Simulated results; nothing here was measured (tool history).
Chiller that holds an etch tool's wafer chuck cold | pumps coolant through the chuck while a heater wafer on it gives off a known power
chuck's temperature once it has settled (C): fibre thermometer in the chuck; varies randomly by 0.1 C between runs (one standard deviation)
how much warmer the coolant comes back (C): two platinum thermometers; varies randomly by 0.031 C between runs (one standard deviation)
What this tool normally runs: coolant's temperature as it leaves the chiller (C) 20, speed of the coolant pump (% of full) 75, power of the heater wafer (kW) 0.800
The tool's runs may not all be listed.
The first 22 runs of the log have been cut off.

| run | hour | coolant's temperature as it leaves the chiller (C) | speed of the coolant pump (% of full) | power of the heater wafer (kW) | chuck's temperature once it has settled (C) | how much warmer the coolant comes back (C) |
|---|---|---|---|---|---|---|
| 23 | 480.7 | 20 | 64 | 0.817 | 28.3 | 3.54 |
| 24 | 495.3 | 20 | 64 | 0.817 | 28.5 | 3.63 |
| 25 | 516.8 | 20 | 84 | 0.817 | 26.6 | 2.62 |
| 26 | 530.0 | 20 | 75 | 0.544 | 24.9 | 1.99 |
| 27 | 559.8 | 20 | 75 | 0.544 | 25.0 | 2.00 |
| 28 | 584.3 | 11 | 97 | 0.713 | 15.9 | 1.98 |
| 29 | 603.8 | 11 | 97 | 0.713 | 16.0 | 2.03 |
| 30 | 627.5 | 15 | 75 | 0.806 | 22.2 | 2.99 |
| 31 | 644.3 | 13 | 95 | 0.542 | 17.0 | 1.55 |

4 ways to go on from here, each from the tool as it stands after run 31. What would each give?
| A | 672.5 | 20 | 82 | 0.800 | ? | ? |
| B | 672.5 | 20 | 78 | 0.807 | ? | ? |
| C | 672.5 | 10 | 96 | 1.040 | ? | ? |
| D | 672.5 | 21 | 63 | 0.441 | ? | ? |

| run | chuck's temperature once it has settled (C) | how much warmer the coolant comes back (C) |
|---|---|---|
| A | 26.9 | 2.70 |
| B | 27.1 | 2.84 |
| C | 17.5 | 2.90 |
| D | 25.8 | 2.04 |
With no hidden state in the tool, these same runs would have given:
| run | chuck's temperature once it has settled (C) | how much warmer the coolant comes back (C) |
|---|---|---|
| A | 25.6 | 2.62 |
| B | 25.8 | 2.76 |
| C | 16.1 | 2.81 |
| D | 24.9 | 1.99 |
